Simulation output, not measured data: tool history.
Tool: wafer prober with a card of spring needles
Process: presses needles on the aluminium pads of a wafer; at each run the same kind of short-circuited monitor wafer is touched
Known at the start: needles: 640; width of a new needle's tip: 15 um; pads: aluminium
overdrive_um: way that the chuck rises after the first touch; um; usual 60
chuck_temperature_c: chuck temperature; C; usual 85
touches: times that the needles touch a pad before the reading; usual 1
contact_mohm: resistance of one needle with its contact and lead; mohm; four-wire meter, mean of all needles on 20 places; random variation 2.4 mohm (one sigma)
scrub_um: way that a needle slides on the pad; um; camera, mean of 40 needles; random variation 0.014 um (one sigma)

run     day  overdrive_um  chuck_temperature_c  touches  contact_mohm  scrub_um
  1   0.000            60                   85        1           498     11.39
      0.308  -- tips cleaned on abrasive film
      0.488  -- height of the first contact set anew
      1.150  -- tips cleaned on abrasive film
      1.904  -- tips cleaned on abrasive film
      2.596  -- tips cleaned on abrasive film
  2   2.596            60                   85        1           299     11.59
      3.388  -- tips cleaned on abrasive film
      4.217  -- tips cleaned on abrasive film
      5.046  -- tips cleaned on abrasive film
  3   5.212            60                   85        1           387     11.57
      5.858  -- tips cleaned on abrasive film
      6.638  -- tips cleaned on abrasive film
      7.467  -- tips cleaned on abrasive film
      8.258  -- tips cleaned on abrasive film
  4   8.400            60                   85        1           359     11.51
      9.054  -- tips cleaned on abrasive film
      9.883  -- tips cleaned on abrasive film
     10.708  -- tips cleaned on abrasive film
  5  11.117            60                   85        1           473     11.46
     11.450  -- tips cleaned on abrasive film
     12.279  -- tips cleaned on abrasive film
     13.046  -- tips cleaned on abrasive film
  6  13.538            60                   85        1           490     11.43
     13.833  -- tips cleaned on abrasive film
     14.179  -- height of the first contact set anew
     14.512  -- tips cleaned on abrasive film
     15.329  -- tips cleaned on abrasive film
     16.154  -- tips cleaned on abrasive film
  7  16.325            60                   85        1           376     11.60
     16.825  -- tips cleaned on abrasive film
     17.646  -- tips cleaned on abrasive film
  8  18.221            41                   85        1           783      7.89
     18.388  -- tips cleaned on abrasive film
     19.196  -- tips cleaned on abrasive film
     20.025  -- tips cleaned on abrasive film
     20.850  -- tips cleaned on abrasive film
  9  21.442            41                   28        1           852      7.84
     21.612  -- tips cleaned on abrasive film
     22.425  -- tips cleaned on abrasive film
     23.254  -- tips cleaned on abrasive film
 10  23.888            60                   46        1           551     11.49
     24.054  -- tips cleaned on abrasive film
     24.721  -- tips cleaned on abrasive film
     25.546  -- tips cleaned on abrasive film
     26.212  -- tips cleaned on abrasive film
 11  26.346            60                   85        1           378     11.43
     27.008  -- tips cleaned on abrasive film
     27.804  -- tips cleaned on abrasive film
     27.817  -- height of the first contact set anew
     28.617  -- tips cleaned on abrasive film
     29.358  -- tips cleaned on abrasive film
 12  29.358            60                   85        1           293     11.63
     30.179  -- tips cleaned on abrasive film
     30.979  -- tips cleaned on abrasive film
 13  31.229            60                   85        1           431     11.59
     31.679  -- tips cleaned on abrasive film
     32.425  -- tips cleaned on abrasive film
     33.254  -- tips cleaned on abrasive film
     34.067  -- tips cleaned on abrasive film
 14  34.312            72                   33        1           372     13.87
     34.808  -- tips cleaned on abrasive film
     35.596  -- tips cleaned on abrasive film
     36.396  -- tips cleaned on abrasive film
 15  36.396            49                   33        2           278      9.36
     37.225  -- tips cleaned on abrasive film
     38.054  -- tips cleaned on abrasive film
     38.883  -- tips cleaned on abrasive film
 16  39.392            49                   85        2           491      9.32
     39.562  -- tips cleaned on abrasive film
     40.346  -- tips cleaned on abrasive film
     41.175  -- tips cleaned on abrasive film
     41.504  -- height of the first contact set anew
 17  41.612            67                   85        1           441     12.99
     41.946  -- tips cleaned on abrasive film
     42.746  -- tips cleaned on abrasive film
     43.575  -- tips cleaned on abrasive film
     44.254  -- tips cleaned on abrasive film
 18  44.254            60                   85        1           304     11.60
     45.079  -- tips cleaned on abrasive film
     45.746  -- tips cleaned on abrasive film
     46.554  -- tips cleaned on abrasive film
     47.354  -- tips cleaned on abrasive film
 19  47.500            60                   85        1           373     11.54
     48.167  -- tips cleaned on abrasive film
     48.996  -- tips cleaned on abrasive film
     49.825  -- tips cleaned on abrasive film
     50.629  -- tips cleaned on abrasive film
 20  50.629            42                  121        1           366      8.00
     51.433  -- tips cleaned on abrasive film
     52.188  -- tips cleaned on abrasive film
 21  52.188            42                  121        1           358      7.97
     52.854  -- tips cleaned on abrasive film
     53.683  -- tips cleaned on abrasive film
 22  53.871            57                   58        1           442     10.86

Forecast each of these 3 alternatives for the next run:
     54.371  -- tips cleaned on abrasive film
     55.200  -- tips cleaned on abrasive film
     55.212  -- height of the first contact set anew
  A  55.242            60                   95        2             ?         ?
     54.371  -- tips cleaned on abrasive film
     55.200  -- tips cleaned on abrasive film
     55.212  -- height of the first contact set anew
  B  55.242            58                   69        1             ?         ?
     54.371  -- tips cleaned on abrasive film
     55.200  -- tips cleaned on abrasive film
     55.212  -- height of the first contact set anew
  C  55.242            57                   28        2             ?         ?

run  contact_mohm  scrub_um
  A           302     11.64
  B           314     11.25
  C           280     11.06
Without the tool's hidden state the same runs would have given:
run  contact_mohm  scrub_um
  A           275     11.64
  B           269     11.25
  C           250     11.06

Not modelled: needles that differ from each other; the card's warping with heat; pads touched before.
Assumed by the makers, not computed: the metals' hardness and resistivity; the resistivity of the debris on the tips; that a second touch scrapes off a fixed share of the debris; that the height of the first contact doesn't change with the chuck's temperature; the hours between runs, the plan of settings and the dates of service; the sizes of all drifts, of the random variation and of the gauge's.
